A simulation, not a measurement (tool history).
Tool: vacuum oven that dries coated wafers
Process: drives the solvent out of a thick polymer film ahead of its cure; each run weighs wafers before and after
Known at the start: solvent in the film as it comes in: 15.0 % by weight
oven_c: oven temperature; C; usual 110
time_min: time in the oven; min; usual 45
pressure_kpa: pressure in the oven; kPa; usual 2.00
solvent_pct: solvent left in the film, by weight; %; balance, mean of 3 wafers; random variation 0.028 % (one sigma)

run    hour  oven_c  time_min  pressure_kpa  solvent_pct
  1     0.0     110        45          2.00         2.79
  2    58.6     110        45          2.00         2.79
  3   117.7     110        45          2.00         2.79
  4   209.3     110        45          2.00         2.81
  5   311.9     110        45          2.00         2.80
  6   391.7     110        45          2.00         2.81
  7   461.9     110        45          2.00         2.84
  8   522.1     110        45          2.00         2.78
  9   619.3     110        45          1.39         2.30
 10   721.7     110        45          2.00         2.81
 11   778.3     110        45          2.00         2.82
 12   846.3     110        45          1.58         2.48
 13   928.5     110        45          1.58         2.46
 14   977.6     121        45          1.58         1.15
 15  1061.8     110        45          2.00         2.81
 16  1167.5     110        45          2.00         2.82
 17  1224.7     104        45          2.00         4.31
 18  1326.1     102        45          2.00         4.84
 19  1410.2     110        45          4.09         4.59
 20  1486.4     110        45          4.09         4.61
     1554.7  -- oven's thermocouples calibrated
 21  1592.0     110        45          4.09         4.56
     1607.1  -- vacuum gauge cleaned of residue and calibrated
 22  1676.4     120        66          1.86         1.27
 23  1741.1     120        66          1.86         1.28
 24  1842.5     110        45          1.90         2.75
 25  1954.7     104        44          2.00         4.36
 26  2005.5     104        44          6.31         8.46
 27  2095.8     120        45          5.88         4.00
 28  2148.9     112        72          2.77         2.51
 29  2208.1     112        72          2.77         2.49
 30  2281.0     106        69          2.00         2.72
 31  2380.3      99        45          3.23         7.03
 32  2492.2      99        44          4.46         8.33
 33  2590.4     114        73          1.20         1.05
 34  2689.6     114        73          1.20         1.03
 35  2800.2     110        32          5.92         6.86
 36  2910.6     110        29          2.47         4.47
 37  3020.0     110        40          2.47         3.50
 38  3111.3     104        57          3.89         5.51
 39  3180.4     104        57          3.89         5.56
 40  3298.3     104        57          3.89         5.52

3 ways to go on from here, each from the tool as it stands after run 40. What would each give?
  A  3386.0     101        39          7.07            ?
  B  3386.0     104        70          3.89            ?
  C  3386.0     110        40          1.54            ?

run  solvent_pct
  A        10.58
  B         5.10
  C         2.75
Without the tool's hidden state the same runs would have given:
run  solvent_pct
  A        10.54
  B         5.08
  C         2.73
